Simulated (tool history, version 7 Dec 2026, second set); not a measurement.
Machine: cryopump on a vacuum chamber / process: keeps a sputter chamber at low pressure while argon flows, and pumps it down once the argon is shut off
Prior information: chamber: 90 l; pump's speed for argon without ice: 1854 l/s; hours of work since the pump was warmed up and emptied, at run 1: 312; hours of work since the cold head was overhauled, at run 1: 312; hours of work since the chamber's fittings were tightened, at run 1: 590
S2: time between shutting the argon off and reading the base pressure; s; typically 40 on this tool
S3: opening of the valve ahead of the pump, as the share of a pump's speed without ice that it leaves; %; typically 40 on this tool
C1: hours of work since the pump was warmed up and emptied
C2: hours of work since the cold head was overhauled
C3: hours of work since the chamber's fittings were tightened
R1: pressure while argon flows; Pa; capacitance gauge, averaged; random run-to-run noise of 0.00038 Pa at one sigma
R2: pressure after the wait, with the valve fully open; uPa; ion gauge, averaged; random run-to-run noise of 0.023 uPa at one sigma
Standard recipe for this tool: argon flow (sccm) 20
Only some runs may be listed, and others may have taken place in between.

Run 1, hour 0.0: usual settings; C1 312; C2 312; C3 590. Result: R1 0.0467 Pa, R2 1.33 uPa.
Run 2, hour 36.3: usual settings; C1 342; C2 342; C3 620. Result: R1 0.0468 Pa, R2 1.27 uPa.
Run 3, hour 58.8: usual settings; C1 361; C2 361; C3 639. Result: R1 0.0473 Pa, R2 1.32 uPa.
Run 4, hour 78.0: usual settings; C1 377; C2 377; C3 655. Result: R1 0.0475 Pa, R2 1.34 uPa.
Run 5, hour 112.7: usual settings but S2 42 s; C1 406; C2 406; C3 684. Result: R1 0.0473 Pa, R2 1.32 uPa.
Run 6, hour 138.8: usual settings but S2 42 s; C1 428; C2 428; C3 706. Result: R1 0.0474 Pa, R2 1.33 uPa.
Run 7, hour 165.4: usual settings but S2 42 s; C1 450; C2 450; C3 728. Result: R1 0.0477 Pa, R2 1.37 uPa.
Run 8, hour 196.0: usual settings but S2 42 s; C1 476; C2 476; C3 754. Result: R1 0.0472 Pa, R2 1.38 uPa.
Run 9, hour 220.0: usual settings but S2 42 s; C1 496; C2 496; C3 774. Result: R1 0.0474 Pa, R2 1.42 uPa.
Run 10, hour 241.5: usual settings but argon flow (sccm) 34; C1 514; C2 514; C3 792. Result: R1 0.0803 Pa, R2 1.52 uPa.
Run 11, hour 280.9: usual settings but argon flow (sccm) 13; C1 547; C2 547; C3 825. Result: R1 0.0308 Pa, R2 1.47 uPa.
Run 12, hour 309.7: usual settings but S2 41 s; C1 571; C2 571; C3 849. Result: R1 0.0475 Pa, R2 1.50 uPa.
Run 13, hour 350.0: usual settings; C1 605; C2 605; C3 883. Result: R1 0.0474 Pa, R2 1.53 uPa.
Run 14, hour 383.6: usual settings; C1 633; C2 633; C3 911. Result: R1 0.0480 Pa, R2 1.58 uPa.
Run 15, hour 403.8: usual settings but argon flow (sccm) 22; C1 650; C2 650; C3 928. Result: R1 0.0529 Pa, R2 1.59 uPa.
Run 16, hour 428.1: usual settings but argon flow (sccm) 22; C1 671; C2 671; C3 948. Result: R1 0.0534 Pa, R2 1.66 uPa.
Run 17, hour 455.6: usual settings; C1 694; C2 694; C3 971. Result: R1 0.0485 Pa, R2 1.61 uPa.
Run 18, hour 476.8: usual settings; C1 711; C2 711; C3 989. Result: R1 0.0483 Pa, R2 1.65 uPa.
Run 19, hour 500.2: usual settings; C1 731; C2 731; C3 1009. Result: R1 0.0483 Pa, R2 1.69 uPa.
Run 20, hour 529.6: usual settings but argon flow (sccm) 15, S2 240 s, S3 58 %; C1 756; C2 756; C3 1033. Result: R1 0.0264 Pa, R2 1.21 uPa.
Run 21, hour 549.8: usual settings but S2 276 s; C1 772; C2 772; C3 1050. Result: R1 0.0489 Pa, R2 1.27 uPa.
At hour 558.4: pump warmed up, emptied and cooled again.
Run 22, hour 572.7: usual settings but S2 276 s; C1 12; C2 787; C3 1065. Result: R1 0.0458 Pa, R2 1.10 uPa.
Run 23, hour 613.5: usual settings but S2 154 s, S3 32 %; C1 46; C2 822; C3 1099. Result: R1 0.0575 Pa, R2 1.20 uPa.
Run 24, hour 642.6: usual settings but argon flow (sccm) 14, S2 154 s, S3 15 %; C1 70; C2 846; C3 1124. Result: R1 0.0854 Pa, R2 1.24 uPa.
At hour 673.1: leaking fittings of the chamber tightened, without venting.
Run 25, hour 684.2: usual settings but argon flow (sccm) 9, S2 213 s, S3 30 %; C1 104; C2 879; C3 9. Result: R1 0.0278 Pa, R2 0.27 uPa.
Run 26, hour 710.2: usual settings but argon flow (sccm) 9, S2 213 s, S3 30 %; C1 125; C2 901; C3 31. Result: R1 0.0269 Pa, R2 0.29 uPa.
Run 27, hour 731.7: usual settings but argon flow (sccm) 9, S2 213 s, S3 30 %; C1 143; C2 919; C3 49. Result: R1 0.0275 Pa, R2 0.33 uPa.
Run 28, hour 750.8: usual settings but argon flow (sccm) 37, S2 47 s, S3 30 %; C1 159; C2 935; C3 65. Result: R1 0.1131 Pa, R2 0.77 uPa.
Run 29, hour 781.7: usual settings but argon flow (sccm) 12, S2 39 s; C1 185; C2 961; C3 91. Result: R1 0.0282 Pa, R2 0.92 uPa.
Run 30, hour 806.0: usual settings but argon flow (sccm) 12, S2 39 s; C1 206; C2 981; C3 111. Result: R1 0.0276 Pa, R2 0.90 uPa.
Run 31, hour 834.0: usual settings but argon flow (sccm) 12, S2 39 s; C1 229; C2 1005; C3 135. Result: R1 0.0281 Pa, R2 0.94 uPa.
Run 32, hour 870.4: usual settings but argon flow (sccm) 12, S2 39 s; C1 260; C2 1035; C3 165. Result: R1 0.0277 Pa, R2 0.96 uPa.
Run 33, hour 898.4: usual settings but argon flow (sccm) 29, S2 54 s, S3 20 %; C1 283; C2 1059; C3 189. Result: R1 0.1349 Pa, R2 0.78 uPa.

Had the tool no unlogged condition, and each run kept its random variation, what would the results have been?
Unlogged tool condition in this case: pump's speed, % of a pump's without ice; cold plate's temperature, K; leak into the chamber, uPa l/s; drift of the gauge itself on working_pa, %; drift of the gauge itself on base_upa, %.
run      R1    R2
  1  0.0455  0.84
  2  0.0456  0.76
  3  0.0460  0.79
  4  0.0461  0.79
  5  0.0457  0.76
  6  0.0458  0.72
  7  0.0460  0.75
  8  0.0454  0.74
  9  0.0455  0.75
 10  0.0770  0.84
 11  0.0295  0.75
 12  0.0452  0.76
 13  0.0450  0.76
 14  0.0455  0.77
 15  0.0501  0.77
 16  0.0505  0.80
 17  0.0457  0.75
 18  0.0455  0.76
 19  0.0454  0.77
 20  0.0241  0.26
 21  0.0458  0.29
 22  0.0454  0.26
 23  0.0569  0.32
 24  0.0850  0.34
 25  0.0274  0.25
 26  0.0266  0.25
 27  0.0271  0.28
 28  0.1113  0.70
 29  0.0276  0.82
 30  0.0269  0.79
 31  0.0274  0.80
 32  0.0269  0.80
 33  0.1327  0.60

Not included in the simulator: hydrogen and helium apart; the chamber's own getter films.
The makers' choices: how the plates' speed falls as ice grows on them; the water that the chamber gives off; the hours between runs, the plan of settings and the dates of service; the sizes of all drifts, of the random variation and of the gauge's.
